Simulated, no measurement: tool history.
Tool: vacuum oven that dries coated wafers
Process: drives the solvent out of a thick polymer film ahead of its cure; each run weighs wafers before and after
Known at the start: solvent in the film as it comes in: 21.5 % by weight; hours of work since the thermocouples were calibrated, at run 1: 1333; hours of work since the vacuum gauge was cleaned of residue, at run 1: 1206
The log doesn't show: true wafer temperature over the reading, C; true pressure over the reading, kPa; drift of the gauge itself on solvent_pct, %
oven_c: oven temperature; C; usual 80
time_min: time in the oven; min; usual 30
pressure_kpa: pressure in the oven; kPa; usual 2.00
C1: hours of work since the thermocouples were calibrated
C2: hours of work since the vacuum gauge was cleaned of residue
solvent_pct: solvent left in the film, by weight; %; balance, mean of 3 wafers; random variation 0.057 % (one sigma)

Run 1, day 0.000: usual settings; C1 1333; C2 1206. Result: solvent_pct 2.71 %.
Run 2, day 1.896: usual settings but time_min 42 min; C1 1364; C2 1237. Result: solvent_pct 2.13 %.
At day 2.804: oven's thermocouples calibrated.
Run 3, day 3.700: usual settings but time_min 42 min; C1 15; C2 1265. Result: solvent_pct 2.18 %.
Run 4, day 4.817: usual settings but oven_c 67 C; C1 33; C2 1283. Result: solvent_pct 6.92 %.
Run 5, day 6.879: usual settings but time_min 23 min; C1 67; C2 1317. Result: solvent_pct 3.52 %.
Run 6, day 7.771: usual settings but time_min 23 min; C1 81; C2 1332. Result: solvent_pct 3.77 %.
Run 7, day 9.442: usual settings but time_min 23 min; C1 108; C2 1359. Result: solvent_pct 3.58 %.
Run 8, day 11.521: usual settings but pressure_kpa 1.19 kPa; C1 142; C2 1393. Result: solvent_pct 2.01 %.
Run 9, day 13.538: usual settings but pressure_kpa 1.78 kPa; C1 175; C2 1426. Result: solvent_pct 2.49 %.
Run 10, day 14.946: usual settings but pressure_kpa 1.78 kPa; C1 198; C2 1449. Result: solvent_pct 2.57 %.
Run 11, day 16.275: usual settings but oven_c 72 C, pressure_kpa 4.50 kPa; C1 220; C2 1471. Result: solvent_pct 7.62 %.
At day 17.079: vacuum gauge cleaned of residue and calibrated.
Run 12, day 17.817: usual settings but oven_c 87 C, time_min 37 min, pressure_kpa 2.63 kPa; C1 244; C2 12. Result: solvent_pct 1.89 %.
Run 13, day 19.271: usual settings but oven_c 83 C, time_min 23 min, pressure_kpa 7.27 kPa; C1 268; C2 36. Result: solvent_pct 7.07 %.
Run 14, day 20.133: usual settings but oven_c 83 C, time_min 23 min, pressure_kpa 7.27 kPa; C1 282; C2 50. Result: solvent_pct 6.89 %.
Run 15, day 22.208: usual settings but oven_c 69 C, time_min 23 min, pressure_kpa 4.56 kPa; C1 316; C2 84. Result: solvent_pct 10.54 %.
Run 16, day 23.746: usual settings but oven_c 69 C, time_min 23 min, pressure_kpa 7.83 kPa; C1 341; C2 109. Result: solvent_pct 13.88 %.

Forecast each of these 5 alternatives for the next run:
Run A, day 25.275: usual settings but oven_c 71 C; C1 366; C2 134. Result: solvent_pct ?.
Run B, day 25.275: usual settings but oven_c 94 C, time_min 26 min, pressure_kpa 1.39 kPa; C1 366; C2 134. Result: solvent_pct ?.
Run C, day 25.275: usual settings but oven_c 91 C, time_min 45 min, pressure_kpa 4.68 kPa; C1 366; C2 134. Result: solvent_pct ?.
Run D, day 25.275: usual settings but oven_c 71 C; C1 366; C2 134. Result: solvent_pct ?.
Run E, day 25.275: usual settings but oven_c 69 C, time_min 25 min, pressure_kpa 2.77 kPa; C1 366; C2 134. Result: solvent_pct ?.

run  solvent_pct
  A         5.41
  B         0.90
  C         2.84
  D         5.33
  E         7.86
Without the tool's hidden state the same runs would have given:
run  solvent_pct
  A         5.40
  B         0.90
  C         2.84
  D         5.33
  E         7.86
